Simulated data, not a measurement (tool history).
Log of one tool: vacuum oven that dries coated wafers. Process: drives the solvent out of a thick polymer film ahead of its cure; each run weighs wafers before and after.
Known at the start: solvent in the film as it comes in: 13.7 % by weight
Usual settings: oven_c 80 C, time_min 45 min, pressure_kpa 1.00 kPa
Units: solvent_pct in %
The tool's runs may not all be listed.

| run | hour | oven_c | time_min | pressure_kpa | solvent_pct |
|---|---|---|---|---|---|
| 1 | 0.0 | 80 | 45 | 1.00 | 1.56 |
| 2 | 52.4 | 80 | 45 | 1.00 | 1.60 |
| 3 | 105.4 | 80 | 45 | 1.00 | 1.59 |
| 4 | 208.1 | 80 | 45 | 1.00 | 1.56 |
| 5 | 265.3 | 80 | 45 | 1.00 | 1.58 |
| 6 | 327.0 | 80 | 45 | 1.00 | 1.55 |
| 7 | 387.7 | 80 | 45 | 1.00 | 1.55 |
| 8 | 447.7 | 80 | 45 | 0.96 | 1.51 |
| 9 | 500.2 | 80 | 45 | 1.00 | 1.54 |
| 10 | 576.4 | 80 | 45 | 1.00 | 1.52 |
| 11 | 670.5 | 80 | 45 | 1.00 | 1.52 |
| 12 | 762.2 | 80 | 45 | 1.00 | 1.54 |
| 13 | 847.5 | 80 | 45 | 1.00 | 1.52 |
| 14 | 898.9 | 69 | 45 | 2.10 | 5.41 |
| 15 | 964.8 | 80 | 24 | 1.02 | 3.26 |
| 16 | 1058.8 | 80 | 24 | 0.55 | 3.10 |
| 17 | 1110.5 | 80 | 49 | 0.63 | 1.16 |
| 18 | 1177.6 | 80 | 33 | 3.80 | 3.84 |
| 19 | 1230.6 | 80 | 33 | 3.80 | 3.81 |
| 20 | 1281.9 | 79 | 45 | 1.00 | 1.75 |
| 21 | 1362.5 | 90 | 79 | 3.43 | 1.62 |
| 22 | 1461.5 | 80 | 35 | 2.38 | 2.81 |
| 23 | 1537.2 | 89 | 32 | 2.38 | 1.41 |
| 24 | 1605.7 | 72 | 27 | 2.92 | 6.53 |
| 25 | 1676.6 | 68 | 27 | 2.99 | 7.93 |
| 26 | 1726.5 | 72 | 40 | 0.77 | 3.84 |

Forecast each of these 3 alternatives for the next run:
| A | 1790.1 | 80 | 37 | 1.00 | ? |
| B | 1790.1 | 80 | 45 | 0.74 | ? |
| C | 1790.1 | 78 | 43 | 0.88 | ? |

| run | solvent_pct |
|---|---|
| A | 1.90 |
| B | 1.36 |
| C | 1.93 |
Without the tool's hidden state the same runs would have given:
| run | solvent_pct |
|---|---|
| A | 1.89 |
| B | 1.29 |
| C | 1.91 |

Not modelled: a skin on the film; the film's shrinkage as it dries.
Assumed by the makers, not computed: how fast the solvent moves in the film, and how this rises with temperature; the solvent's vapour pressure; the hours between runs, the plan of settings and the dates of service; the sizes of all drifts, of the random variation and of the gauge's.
